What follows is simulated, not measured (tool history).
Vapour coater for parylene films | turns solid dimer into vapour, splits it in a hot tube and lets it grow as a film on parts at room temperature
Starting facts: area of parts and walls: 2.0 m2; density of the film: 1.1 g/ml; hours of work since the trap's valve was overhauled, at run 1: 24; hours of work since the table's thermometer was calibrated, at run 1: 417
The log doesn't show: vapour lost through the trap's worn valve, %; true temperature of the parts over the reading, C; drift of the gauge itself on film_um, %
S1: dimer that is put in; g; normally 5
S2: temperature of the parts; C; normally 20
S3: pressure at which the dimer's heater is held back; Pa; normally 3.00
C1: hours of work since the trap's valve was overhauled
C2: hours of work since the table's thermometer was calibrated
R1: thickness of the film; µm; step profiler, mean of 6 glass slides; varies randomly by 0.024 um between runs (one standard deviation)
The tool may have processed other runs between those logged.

Run 1, day 0.000: usual settings; C1 24; C2 417. Result: R1 1.56 µm.
Run 2, day 0.954: usual settings; C1 35; C2 428. Result: R1 1.55 µm.
Run 3, day 1.646: usual settings but S1 6 g; C1 43; C2 436. Result: R1 1.91 µm.
Run 4, day 2.312: usual settings; C1 51; C2 444. Result: R1 1.52 µm.
Run 5, day 3.267: usual settings but S2 31 C; C1 62; C2 455. Result: R1 1.18 µm.
Run 6, day 4.500: usual settings but S2 31 C; C1 76; C2 469. Result: R1 1.20 µm.
Run 7, day 5.608: usual settings but S1 4 g, S2 19 C; C1 89; C2 482. Result: R1 1.26 µm.
Run 8, day 6.208: usual settings but S1 8 g, S3 10.41 Pa; C1 96; C2 489. Result: R1 2.17 µm.
Run 9, day 7.462: usual settings but S1 8 g, S2 25 C, S3 3.93 Pa; C1 111; C2 504. Result: R1 2.17 µm.
Run 10, day 8.125: usual settings but S1 8 g, S2 25 C, S3 3.93 Pa; C1 118; C2 511. Result: R1 2.14 µm.
Run 11, day 8.979: usual settings but S1 8 g, S2 25 C, S3 3.93 Pa; C1 128; C2 521. Result: R1 2.13 µm.

What if the next run were any one of these 3? Each begins from the tool's condition after run 11:
Run A, day 9.771: usual settings but S1 9 g, S2 16 C, S3 7.08 Pa; C1 137; C2 531. Result: R1 ?.
Run B, day 9.771: usual settings but S1 2 g; C1 137; C2 531. Result: R1 ?.
Run C, day 9.771: usual settings but S1 8 g, S3 7.56 Pa; C1 137; C2 531. Result: R1 ?.

run    R1
  A  2.79
  B  0.58
  C  2.22
The same runs, with their run-to-run variation unchanged, on a tool lacking any hidden condition would have given:
run    R1
  A  2.80
  B  0.58
  C  2.22
